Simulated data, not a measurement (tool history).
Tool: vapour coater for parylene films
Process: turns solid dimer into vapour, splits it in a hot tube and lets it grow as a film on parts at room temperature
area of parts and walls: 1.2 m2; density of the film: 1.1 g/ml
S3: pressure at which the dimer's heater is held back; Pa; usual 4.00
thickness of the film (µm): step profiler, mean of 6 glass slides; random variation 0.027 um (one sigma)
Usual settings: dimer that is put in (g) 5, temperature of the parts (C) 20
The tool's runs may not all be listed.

run 1 hour=0.0 | dimer_that_is_put_in_(g)=5 temperature_of_the_parts_(C)=20 S3=4.00 | thickness_of_the_film_(µm)=2.71
run 2 hour=21.1 | dimer_that_is_put_in_(g)=5 temperature_of_the_parts_(C)=20 S3=4.00 | thickness_of_the_film_(µm)=2.69
run 3 hour=55.4 | dimer_that_is_put_in_(g)=5 temperature_of_the_parts_(C)=20 S3=4.00 | thickness_of_the_film_(µm)=2.69
run 4 hour=102.3 | dimer_that_is_put_in_(g)=5 temperature_of_the_parts_(C)=20 S3=4.00 | thickness_of_the_film_(µm)=2.71
run 5 hour=138.4 | dimer_that_is_put_in_(g)=5 temperature_of_the_parts_(C)=20 S3=4.00 | thickness_of_the_film_(µm)=2.63
run 6 hour=167.9 | dimer_that_is_put_in_(g)=5 temperature_of_the_parts_(C)=20 S3=4.00 | thickness_of_the_film_(µm)=2.65
run 7 hour=205.2 | dimer_that_is_put_in_(g)=5 temperature_of_the_parts_(C)=20 S3=4.00 | thickness_of_the_film_(µm)=2.63
-- hour=217.9 trap's valve overhauled
run 8 hour=230.2 | dimer_that_is_put_in_(g)=5 temperature_of_the_parts_(C)=20 S3=4.00 | thickness_of_the_film_(µm)=2.85
run 9 hour=268.5 | dimer_that_is_put_in_(g)=5 temperature_of_the_parts_(C)=20 S3=4.00 | thickness_of_the_film_(µm)=2.85
run 10 hour=296.7 | dimer_that_is_put_in_(g)=5 temperature_of_the_parts_(C)=20 S3=3.04 | thickness_of_the_film_(µm)=2.94
run 11 hour=327.3 | dimer_that_is_put_in_(g)=5 temperature_of_the_parts_(C)=20 S3=3.04 | thickness_of_the_film_(µm)=2.96
run 12 hour=367.9 | dimer_that_is_put_in_(g)=5 temperature_of_the_parts_(C)=20 S3=4.00 | thickness_of_the_film_(µm)=2.80
run 13 hour=397.4 | dimer_that_is_put_in_(g)=5 temperature_of_the_parts_(C)=20 S3=3.36 | thickness_of_the_film_(µm)=2.84
run 14 hour=419.1 | dimer_that_is_put_in_(g)=5 temperature_of_the_parts_(C)=20 S3=3.36 | thickness_of_the_film_(µm)=2.90
run 15 hour=446.5 | dimer_that_is_put_in_(g)=4 temperature_of_the_parts_(C)=20 S3=3.36 | thickness_of_the_film_(µm)=2.25
-- hour=451.5 table's thermometer calibrated
run 16 hour=479.1 | dimer_that_is_put_in_(g)=5 temperature_of_the_parts_(C)=21 S3=4.00 | thickness_of_the_film_(µm)=2.70
run 17 hour=500.7 | dimer_that_is_put_in_(g)=5 temperature_of_the_parts_(C)=20 S3=10.62 | thickness_of_the_film_(µm)=2.32
-- hour=526.3 table's thermometer calibrated, once more
run 18 hour=526.3 | dimer_that_is_put_in_(g)=5 temperature_of_the_parts_(C)=20 S3=4.00 | thickness_of_the_film_(µm)=2.64
run 19 hour=549.8 | dimer_that_is_put_in_(g)=5 temperature_of_the_parts_(C)=20 S3=4.00 | thickness_of_the_film_(µm)=2.67
run 20 hour=586.0 | dimer_that_is_put_in_(g)=5 temperature_of_the_parts_(C)=20 S3=4.00 | thickness_of_the_film_(µm)=2.62
run 21 hour=618.9 | dimer_that_is_put_in_(g)=5 temperature_of_the_parts_(C)=20 S3=4.00 | thickness_of_the_film_(µm)=2.63
run 22 hour=664.7 | dimer_that_is_put_in_(g)=5 temperature_of_the_parts_(C)=20 S3=4.00 | thickness_of_the_film_(µm)=2.59
run 23 hour=685.3 | dimer_that_is_put_in_(g)=6 temperature_of_the_parts_(C)=20 S3=4.00 | thickness_of_the_film_(µm)=3.07
run 24 hour=710.5 | dimer_that_is_put_in_(g)=6 temperature_of_the_parts_(C)=20 S3=4.00 | thickness_of_the_film_(µm)=3.11
-- hour=721.4 trap's valve overhauled
run 25 hour=737.3 | dimer_that_is_put_in_(g)=5 temperature_of_the_parts_(C)=16 S3=5.45 | thickness_of_the_film_(µm)=2.92
run 26 hour=758.4 | dimer_that_is_put_in_(g)=5 temperature_of_the_parts_(C)=16 S3=5.45 | thickness_of_the_film_(µm)=2.91
run 27 hour=798.9 | dimer_that_is_put_in_(g)=5 temperature_of_the_parts_(C)=16 S3=5.45 | thickness_of_the_film_(µm)=2.86
run 28 hour=829.0 | dimer_that_is_put_in_(g)=5 temperature_of_the_parts_(C)=16 S3=5.45 | thickness_of_the_film_(µm)=2.88
run 29 hour=850.1 | dimer_that_is_put_in_(g)=7 temperature_of_the_parts_(C)=20 S3=4.00 | thickness_of_the_film_(µm)=3.87
run 30 hour=874.0 | dimer_that_is_put_in_(g)=7 temperature_of_the_parts_(C)=22 S3=11.98 | thickness_of_the_film_(µm)=3.13
run 31 hour=903.4 | dimer_that_is_put_in_(g)=3 temperature_of_the_parts_(C)=20 S3=4.00 | thickness_of_the_film_(µm)=1.68
run 32 hour=923.6 | dimer_that_is_put_in_(g)=2 temperature_of_the_parts_(C)=20 S3=4.00 | thickness_of_the_film_(µm)=1.13
run 33 hour=964.9 | dimer_that_is_put_in_(g)=2 temperature_of_the_parts_(C)=20 S3=4.00 | thickness_of_the_film_(µm)=1.08
run 34 hour=985.0 | dimer_that_is_put_in_(g)=5 temperature_of_the_parts_(C)=13 S3=10.40 | thickness_of_the_film_(µm)=2.69
run 35 hour=1023.1 | dimer_that_is_put_in_(g)=5 temperature_of_the_parts_(C)=13 S3=10.40 | thickness_of_the_film_(µm)=2.66
run 36 hour=1051.6 | dimer_that_is_put_in_(g)=5 temperature_of_the_parts_(C)=20 S3=8.47 | thickness_of_the_film_(µm)=2.35
run 37 hour=1074.2 | dimer_that_is_put_in_(g)=5 temperature_of_the_parts_(C)=29 S3=8.07 | thickness_of_the_film_(µm)=1.98
run 38 hour=1106.7 | dimer_that_is_put_in_(g)=6 temperature_of_the_parts_(C)=20 S3=4.00 | thickness_of_the_film_(µm)=3.17
run 39 hour=1134.6 | dimer_that_is_put_in_(g)=6 temperature_of_the_parts_(C)=20 S3=4.00 | thickness_of_the_film_(µm)=3.23
run 40 hour=1158.0 | dimer_that_is_put_in_(g)=6 temperature_of_the_parts_(C)=13 S3=4.00 | thickness_of_the_film_(µm)=3.66
run 41 hour=1196.6 | dimer_that_is_put_in_(g)=6 temperature_of_the_parts_(C)=13 S3=4.00 | thickness_of_the_film_(µm)=3.56
-- hour=1224.5 trap's valve overhauled
run 42 hour=1227.4 | dimer_that_is_put_in_(g)=5 temperature_of_the_parts_(C)=20 S3=10.73 | thickness_of_the_film_(µm)=2.50
run 43 hour=1253.4 | dimer_that_is_put_in_(g)=5 temperature_of_the_parts_(C)=20 S3=10.73 | thickness_of_the_film_(µm)=2.43
run 44 hour=1293.1 | dimer_that_is_put_in_(g)=5 temperature_of_the_parts_(C)=20 S3=10.73 | thickness_of_the_film_(µm)=2.46
run 45 hour=1319.8 | dimer_that_is_put_in_(g)=5 temperature_of_the_parts_(C)=12 S3=5.06 | thickness_of_the_film_(µm)=3.22
run 46 hour=1350.6 | dimer_that_is_put_in_(g)=5 temperature_of_the_parts_(C)=12 S3=5.06 | thickness_of_the_film_(µm)=3.18
run 47 hour=1389.0 | dimer_that_is_put_in_(g)=5 temperature_of_the_parts_(C)=23 S3=3.79 | thickness_of_the_film_(µm)=2.66

Forecast each of these 4 alternatives for the next run:
run A hour=1421.3 | dimer_that_is_put_in_(g)=3 temperature_of_the_parts_(C)=18 S3=3.79 | thickness_of_the_film_(µm)=?
run B hour=1421.3 | dimer_that_is_put_in_(g)=8 temperature_of_the_parts_(C)=25 S3=4.00 | thickness_of_the_film_(µm)=?
run C hour=1421.3 | dimer_that_is_put_in_(g)=5 temperature_of_the_parts_(C)=25 S3=3.39 | thickness_of_the_film_(µm)=?
run D hour=1421.3 | dimer_that_is_put_in_(g)=5 temperature_of_the_parts_(C)=16 S3=2.97 | thickness_of_the_film_(µm)=?

run=A thickness_of_the_film_(µm)=1.77
run=B thickness_of_the_film_(µm)=3.99
run=C thickness_of_the_film_(µm)=2.61
run=D thickness_of_the_film_(µm)=3.22
Without the tool's hidden state the same runs would have given:
run=A thickness_of_the_film_(µm)=1.81
run=B thickness_of_the_film_(µm)=4.10
run=C thickness_of_the_film_(µm)=2.68
run=D thickness_of_the_film_(µm)=3.30
